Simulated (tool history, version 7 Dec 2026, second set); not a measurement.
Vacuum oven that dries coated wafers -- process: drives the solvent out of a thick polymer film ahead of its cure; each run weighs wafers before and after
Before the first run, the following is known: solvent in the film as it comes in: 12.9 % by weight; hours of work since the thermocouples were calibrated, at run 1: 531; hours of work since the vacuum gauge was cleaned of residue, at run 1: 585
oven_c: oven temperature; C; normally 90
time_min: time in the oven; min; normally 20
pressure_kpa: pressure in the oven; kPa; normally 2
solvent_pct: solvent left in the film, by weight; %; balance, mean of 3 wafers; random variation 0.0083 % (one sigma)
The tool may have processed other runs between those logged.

run,day,oven_c,time_min,pressure_kpa,hours of work since the thermocouples were calibrated,hours of work since the vacuum gauge was cleaned of residue,solvent_pct
1,0,90,20,2,531,585,1.676
2,0.404,90,20,2,539,593,1.666
3,0.904,83,20,2,548,602,2.537
4,1.254,83,20,2,555,609,2.546
5,1.792,83,20,2,565,619,2.542
6,2.112,83,20,2,571,625,2.553
7,2.45,83,20,2,577,631,2.554
8,3.012,83,20,2,588,642,2.532
9,3.717,81,20,2,601,655,2.829
10,4.275,81,20,2,612,666,2.854
11,4.817,81,20,2,622,676,2.85
12,5.467,81,20,2,634,688,2.826
13,6.238,81,20,3.27,649,703,3.642
14,6.588,90,20,2,655,709,1.665
15,7.225,90,20,2,667,721,1.679
16,7.967,90,27,2,681,735,1.281
17,8.629,90,27,2,694,748,1.291
18,9.329,90,20,2,707,761,1.66
19,9.767,90,20,2,715,769,1.661
20,10.475,90,20,2,729,783,1.66
# day 10.617: oven's thermocouples calibrated
21,11.129,90,20,1.27,10,794,1.309
22,11.462,96,20,1.27,16,800,0.865
23,12.15,96,20,1.27,29,813,0.848
24,12.838,96,20,1.27,42,826,0.833
25,13.229,96,20,1.27,49,833,0.863
# day 14.012: oven's thermocouples calibrated, once more
26,14.012,96,20,1.27,0,847,0.906
27,14.554,89,11,6.71,10,857,5.425
28,15.133,78,23,5.04,21,868,5.248
29,15.883,90,21,1.21,35,882,1.251
30,16.388,90,20,5.17,45,891,3.249
31,17.15,80,31,1.49,59,906,1.772
32,17.829,98,31,3.59,72,919,1.445
33,18.483,98,10,3.59,84,931,2.887
34,18.912,90,12,2,93,939,2.977
35,19.412,97,20,2,102,949,1.128
36,19.862,80,24,1.66,111,957,2.41
37,20.488,95,28,4.95,122,969,2.243
38,20.917,80,20,1.2,130,977,2.541
39,21.621,101,11,1.77,144,990,1.669

Across each entry between runs, compare the hidden state at the last listed run before it with the hidden state at the first listed run after it:
After run 20, before run 21: oven's thermocouples calibrated (day 10.617)
  true wafer temperature over the reading, C: 0.61 -> 0.78; true pressure over the reading, kPa: 0.099 -> 0.101
  measured minus no-state result, solvent_pct: -0.016 -> -0.023 %
After run 25, before run 26: oven's thermocouples calibrated, once more (day 14.012)
  true wafer temperature over the reading, C: 0.83 -> 0.07; true pressure over the reading, kPa: 0.106 -> 0.107
  measured minus no-state result, solvent_pct: -0.008 -> +0.039 %
